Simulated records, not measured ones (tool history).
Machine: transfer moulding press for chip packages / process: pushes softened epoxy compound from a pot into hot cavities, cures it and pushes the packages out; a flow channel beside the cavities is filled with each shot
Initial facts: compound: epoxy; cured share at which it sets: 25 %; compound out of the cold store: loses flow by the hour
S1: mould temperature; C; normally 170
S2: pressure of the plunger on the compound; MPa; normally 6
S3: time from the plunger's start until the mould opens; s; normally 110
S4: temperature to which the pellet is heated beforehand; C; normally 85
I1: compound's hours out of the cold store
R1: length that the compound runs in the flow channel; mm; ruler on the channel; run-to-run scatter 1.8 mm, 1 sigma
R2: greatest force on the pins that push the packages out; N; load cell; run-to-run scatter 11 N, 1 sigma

run	hour	S1	S2	S3	S4	I1	R1	R2
1	0	170	6	110	85	29.9	542	477
2	81.7	170	6	110	85	40.7	514	483
3	175	170	6	110	85	29.9	545	508
4	271.1	170	6	110	85	31.8	536	487
5	318	170	6	110	85	18	575	498
6	374.3	170	6	110	85	22.2	560	492
7	438.2	170	6	110	85	19.5	571	500
8	511.1	170	6	110	85	17.6	577	495
9	573.4	170	6	110	85	47.7	503	493
10	636.9	170	6	110	85	35.2	530	469
11	699.7	170	6	110	85	20.2	570	497
12	790.5	170	6	110	85	21	564	480
13	841.6	170	6	110	85	8.5	601	493
14	921.1	166	6	110	89	36.8	541	623
15	991	178	5.76	110	84	33.9	494	390
16	1094.1	169	6.4	110	84	17.9	597	523
17	1179.2	169	6.4	116	94	30.3	563	470
18	1241.9	163	6	110	93	18.5	602	865
19	1307	174	6	110	93	18.6	561	430
20	1356.5	174	5.17	104	93	34.1	479	444
21	1439.7	174	5.17	104	93	48	450	415
22	1504.1	167	6.85	96	90	11.3	642	802
23	1573.7	167	6	134	85	11.1	606	455
24	1647.1	167	6	134	85	46.2	516	455
25	1748.8	167	6	134	85	26.1	564	443

Withheld: 35 entries from between the runs. Position of each, and hidden state at the listed run before versus the listed run after:
Run 1 -> run 2: cavities cleaned with cleaning compound and waxed (hour 57.8)
  pressure that reaches the compound, % of what is set: 99.96 -> 99.94; grip of the stained cavities, % over clean ones': 0.3 -> 0.6
Run 2 -> run 3: plunger's sealing rings changed (hour 117.9); cavities cleaned with cleaning compound and waxed (hour 126.4)
  pressure that reaches the compound, % of what is set: 99.94 -> 99.99; grip of the stained cavities, % over clean ones': 0.6 -> 0.9
Run 3 -> run 4: cavities cleaned with cleaning compound and waxed (hour 191.5); cavities cleaned with cleaning compound and waxed (hour 259.5)
  pressure that reaches the compound, % of what is set: 99.99 -> 99.96; grip of the stained cavities, % over clean ones': 0.9 -> 0.3
Run 5 -> run 6: cavities cleaned with cleaning compound and waxed (hour 324.2)
  true mould temperature over the reading, C: -0.01 -> -0.02; pressure that reaches the compound, % of what is set: 99.95 -> 99.94; grip of the stained cavities, % over clean ones': 1 -> 0.9
Run 6 -> run 7: plunger's sealing rings changed (hour 389.7); cavities cleaned with cleaning compound and waxed (hour 391.2)
  pressure that reaches the compound, % of what is set: 99.94 -> 99.99; grip of the stained cavities, % over clean ones': 0.9 -> 0.8
Run 7 -> run 8: cavities cleaned with cleaning compound and waxed (hour 455.3)
  pressure that reaches the compound, % of what is set: 99.99 -> 99.97; grip of the stained cavities, % over clean ones': 0.8 -> 0.9
Run 8 -> run 9: cavities cleaned with cleaning compound and waxed (hour 524.7)
  pressure that reaches the compound, % of what is set: 99.97 -> 99.96
Run 9 -> run 10: cavities cleaned with cleaning compound and waxed (hour 591.4)
  pressure that reaches the compound, % of what is set: 99.96 -> 99.94; grip of the stained cavities, % over clean ones': 0.9 -> 0.8
Run 10 -> run 11: plunger's sealing rings changed (hour 659.2); cavities cleaned with cleaning compound and waxed (hour 660.7); mould's thermocouples calibrated (hour 685.7)
  true mould temperature over the reading, C: -0.02 -> 0; pressure that reaches the compound, % of what is set: 99.94 -> 99.99; grip of the stained cavities, % over clean ones': 0.8 -> 0.7
Run 11 -> run 12: cavities cleaned with cleaning compound and waxed (hour 732.1)
  pressure that reaches the compound, % of what is set: 99.99 -> 99.97; grip of the stained cavities, % over clean ones': 0.7 -> 1
Run 12 -> run 13: cavities cleaned with cleaning compound and waxed (hour 797.4)
  pressure that reaches the compound, % of what is set: 99.97 -> 99.96; grip of the stained cavities, % over clean ones': 1 -> 0.8
Run 13 -> run 14: cavities cleaned with cleaning compound and waxed (hour 863.2)
  pressure that reaches the compound, % of what is set: 99.96 -> 99.94; grip of the stained cavities, % over clean ones': 0.8 -> 0.9
Run 14 -> run 15: plunger's sealing rings changed (hour 930.6); cavities cleaned with cleaning compound and waxed (hour 932.1)
  true mould temperature over the reading, C: 0 -> -0.01; pressure that reaches the compound, % of what is set: 99.94 -> 99.98; grip of the stained cavities, % over clean ones': 0.9 -> 1
Run 15 -> run 16: cavities cleaned with cleaning compound and waxed (hour 1001.1); cavities cleaned with cleaning compound and waxed (hour 1066)
  pressure that reaches the compound, % of what is set: 99.98 -> 99.96; grip of the stained cavities, % over clean ones': 1 -> 0.6
Run 16 -> run 17: cavities cleaned with cleaning compound and waxed (hour 1132.5)
  pressure that reaches the compound, % of what is set: 99.96 -> 99.94; grip of the stained cavities, % over clean ones': 0.6 -> 0.9
Run 17 -> run 18: plunger's sealing rings changed (hour 1203.1); cavities cleaned with cleaning compound and waxed (hour 1204.6)
  pressure that reaches the compound, % of what is set: 99.94 -> 99.99; grip of the stained cavities, % over clean ones': 0.9 -> 0.7
Run 18 -> run 19: cavities cleaned with cleaning compound and waxed (hour 1270.8)
  pressure that reaches the compound, % of what is set: 99.99 -> 99.97
Run 19 -> run 20: cavities cleaned with cleaning compound and waxed (hour 1339.2)
  pressure that reaches the compound, % of what is set: 99.97 -> 99.96; grip of the stained cavities, % over clean ones': 0.7 -> 0.4
Run 20 -> run 21: cavities cleaned with cleaning compound and waxed (hour 1410.5)
  pressure that reaches the compound, % of what is set: 99.96 -> 99.94; grip of the stained cavities, % over clean ones': 0.4 -> 0.6
Run 21 -> run 22: plunger's sealing rings changed (hour 1474.4); cavities cleaned with cleaning compound and waxed (hour 1475.9)
  true mould temperature over the reading, C: -0.01 -> -0.02; pressure that reaches the compound, % of what is set: 99.94 -> 99.99
Run 22 -> run 23: cavities cleaned with cleaning compound and waxed (hour 1540.5)
  pressure that reaches the compound, % of what is set: 99.99 -> 99.98
Run 23 -> run 24: cavities cleaned with cleaning compound and waxed (hour 1609.3)
  pressure that reaches the compound, % of what is set: 99.98 -> 99.96; grip of the stained cavities, % over clean ones': 0.6 -> 0.7
Run 24 -> run 25: cavities cleaned with cleaning compound and waxed (hour 1680); mould's thermocouples calibrated (hour 1693.2); plunger's sealing rings changed (hour 1747.3); cavities cleaned with cleaning compound and waxed (hour 1748.8)
  true mould temperature over the reading, C: -0.02 -> 0; pressure that reaches the compound, % of what is set: 99.96 -> 100; grip of the stained cavities, % over clean ones': 0.7 -> 0
